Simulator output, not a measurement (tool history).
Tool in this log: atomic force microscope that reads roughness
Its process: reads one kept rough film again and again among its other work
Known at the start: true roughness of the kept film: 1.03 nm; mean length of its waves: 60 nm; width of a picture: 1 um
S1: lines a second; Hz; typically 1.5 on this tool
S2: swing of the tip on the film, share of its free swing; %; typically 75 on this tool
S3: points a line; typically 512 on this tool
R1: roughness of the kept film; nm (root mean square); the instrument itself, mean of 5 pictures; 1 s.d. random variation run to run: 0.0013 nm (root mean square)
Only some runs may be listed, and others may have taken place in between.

run,day,S1,S2,S3,R1
1,0,1.5,75,512,0.919
2,0.392,1.5,75,512,0.914
3,0.596,1.5,75,512,0.918
4,0.875,1.5,75,512,0.918
5,1.288,1.5,75,512,0.915
6,1.612,1.5,75,512,0.914
7,1.846,1.5,75,512,0.914
# day 1.917: height scale calibrated on a step standard
8,2.15,1.5,75,512,0.913
9,2.471,0.66,75,512,0.964
10,2.888,1.5,75,512,0.915
# day 3.117: new tip fitted
11,3.333,1.5,75,903,0.93
# day 3.612: height scale calibrated on a step standard, once more
12,3.692,1.5,75,903,0.92
13,3.938,2.33,75,903,0.875
14,4.267,2.33,80,516,0.843
15,4.529,2.55,69,821,0.903
16,4.85,1.23,58,485,0.985
17,5.225,1.6,75,443,0.913
18,5.571,1.5,72,512,0.93
19,5.75,3.36,82,512,0.76
20,6.071,2.23,75,512,0.875
21,6.446,2.23,75,512,0.877
22,6.662,2.23,75,512,0.876
23,7.042,0.67,75,483,0.965
24,7.258,0.67,75,483,0.962
25,7.638,3.97,56,963,0.929
26,7.954,3.97,56,963,0.929

Consider 3 possible next runs. They are alternatives, not a sequence: every one starts from the tool as it was left by run 26. What does each give?
A,8.304,1.36,65,615,?
B,8.304,2.93,56,512,?
C,8.304,3.31,73,971,?

run,R1
A,0.957
B,0.945
C,0.835
Without the tool's unlogged condition, the same runs would have read:
run,R1
A,0.969
B,0.957
C,0.845
